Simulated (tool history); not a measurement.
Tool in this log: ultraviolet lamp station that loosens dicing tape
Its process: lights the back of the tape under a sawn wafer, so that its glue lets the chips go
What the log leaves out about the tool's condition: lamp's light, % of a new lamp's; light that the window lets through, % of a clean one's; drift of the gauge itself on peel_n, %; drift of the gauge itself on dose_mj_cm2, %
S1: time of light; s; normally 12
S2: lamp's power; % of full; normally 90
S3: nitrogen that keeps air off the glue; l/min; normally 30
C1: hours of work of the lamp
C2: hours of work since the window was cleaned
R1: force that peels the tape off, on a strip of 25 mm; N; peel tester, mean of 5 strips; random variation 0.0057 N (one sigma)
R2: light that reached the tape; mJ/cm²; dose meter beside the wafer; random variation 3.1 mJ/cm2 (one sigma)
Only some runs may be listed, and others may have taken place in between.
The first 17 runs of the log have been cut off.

run	hour	S1	S2	S3	C1	C2	R1	R2
18	916.3	12	90	30	915	206	0.197	343
19	971.6	12	90	30	938	229	0.217	343
20	1018.1	12	73	30	957	249	0.304	272
21	1088.4	8	73	30	987	278	0.628	176
22	1128.6	8	61	30	1004	295	0.878	150
23	1179.0	8	61	30	1025	316	0.901	144
24	1249.7	8	61	30	1055	346	0.884	142
# hour 1274.3: window cleaned of glue's vapour
25	1318.5	12	90	30	1083	19	0.196	339
26	1357.3	12	90	30	1100	35	0.188	340
27	1412.0	12	90	30	1123	58	0.200	335
28	1462.7	14	74	21	1144	79	0.245	315
29	1505.0	17	77	28	1162	97	0.168	399
30	1571.1	17	61	15	1190	125	0.316	304
31	1609.7	17	61	15	1206	141	0.313	304
32	1656.6	12	82	19	1225	161	0.309	277
33	1729.4	12	82	19	1256	191	0.342	278
34	1788.1	9	90	40	1281	216	0.365	225
35	1821.8	18	90	30	1295	230	0.139	448
36	1869.7	18	69	12	1315	250	0.286	340
37	1918.0	18	66	24	1335	270	0.233	321
38	1960.7	18	66	24	1353	288	0.247	318
39	1999.7	12	83	10	1370	305	0.517	255
40	2065.2	9	76	10	1397	332	0.952	177
41	2111.2	9	76	10	1417	352	0.947	176
# hour 2119.5: window cleaned of glue's vapour
42	2155.2	7	94	46	1435	15	0.496	189

Below are 4 alternative next runs, each starting from the tool's condition after run 42. Predict each:
A	2203.7	7	86	46	1455	35	?	?
B	2203.7	7	94	55	1455	35	?	?
C	2203.7	7	94	43	1455	35	?	?
D	2203.7	24	90	34	1455	35	?	?

run	R1	R2
A	0.608	172
B	0.501	187
C	0.503	194
D	0.132	612
Had the tool no hidden state, the same runs would have come out as:
run	R1	R2
A	0.271	267
B	0.227	290
C	0.222	299
D	0.129	953

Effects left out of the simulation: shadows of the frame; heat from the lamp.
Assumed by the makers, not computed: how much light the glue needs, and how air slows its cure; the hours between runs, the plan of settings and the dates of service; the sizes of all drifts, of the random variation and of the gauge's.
